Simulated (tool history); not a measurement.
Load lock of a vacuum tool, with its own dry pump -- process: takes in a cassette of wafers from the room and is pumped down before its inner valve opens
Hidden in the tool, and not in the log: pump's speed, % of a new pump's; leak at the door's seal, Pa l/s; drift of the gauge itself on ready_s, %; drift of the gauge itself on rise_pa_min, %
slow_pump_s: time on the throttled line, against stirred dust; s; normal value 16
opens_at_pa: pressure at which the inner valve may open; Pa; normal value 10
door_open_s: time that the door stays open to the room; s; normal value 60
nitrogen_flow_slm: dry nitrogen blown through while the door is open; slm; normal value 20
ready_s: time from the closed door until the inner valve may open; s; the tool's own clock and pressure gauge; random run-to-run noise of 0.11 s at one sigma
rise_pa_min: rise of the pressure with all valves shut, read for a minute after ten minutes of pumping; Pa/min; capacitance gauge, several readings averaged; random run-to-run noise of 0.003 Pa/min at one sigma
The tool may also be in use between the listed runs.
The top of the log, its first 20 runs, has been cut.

run    hour  slow_pump_s  opens_at_pa  door_open_s  nitrogen_flow_slm  hours that the pump has run since its overhaul  times that the door has closed on its seal  incoming humidity of the room's air, %  ready_s  rise_pa_min
 21  3252.6           22           10           35                 20                                           14085                                       51267                                    42.2     29.7        0.283
 22  3483.5           22           19           95                 20                                           14316                                       52330                                    46.5     28.9        0.303
 23  3618.6           16           17           60                 20                                           14451                                       52952                                    45.3     24.2          0.3
 24  3844.1           20           11           35                 20                                           14677                                       53990                                    44.6     28.1        0.313
 25    3988           16            8           60                 19                                           14821                                       54652                                    43.3     25.2        0.316
 26  4122.1           31            8           60                 19                                           14955                                       55270                                    44.8     37.6         0.32
 27  4306.8           16           10          196                 27                                           15140                                       56120                                    43.1     24.9        0.343
 28  4484.1           26           10           60                 20                                           15317                                       56936                                    44.6     33.1        0.332
 29  4652.6           26           10           60                 20                                           15485                                       57712                                    44.7     33.3        0.343
 30  4751.3           28           10          173                 20                                           15584                                       58166                                    43.8     34.7        0.359
 31  4933.1           28           12          173                 20                                           15766                                       59003                                    42.1     34.4        0.368
 32  5094.9           13           10          197                 20                                           15928                                       59748                                      44     22.7        0.382
 33  5239.9           13           10          197                 20                                           16073                                       60415                                    45.5     22.8         0.39
 34    5356           16           10          141                  7                                           16189                                       60950                                    42.6     25.2        0.407
 35    5569           16           10          141                  7                                           16402                                       61930                                    46.1     25.1         0.42
 36  5679.5           16            7           60                 20                                           16512                                       62439                                    47.9     25.7        0.385

4 ways to go on from here, each from the tool as it stands after run 36. What would each give?
  A  5875.2           22           14           60                  8                                           16708                                       63340                                    43.6        ?            ?
  B  5875.2           16            7           61                 35                                           16708                                       63340                                    46.2        ?            ?
  C  5875.2           16           17           60                  4                                           16708                                       63340                                    47.3        ?            ?
  D  5875.2           17            7           60                 11                                           16708                                       63340                                    43.9        ?            ?

run  ready_s  rise_pa_min
  A     29.5        0.411
  B     25.8        0.378
  C     24.3         0.43
  D     26.6        0.403
With no hidden state in the tool, these same runs would have given:
run  ready_s  rise_pa_min
  A     28.5        0.055
  B     24.5        0.025
  C     23.2         0.07
  D     25.3        0.046
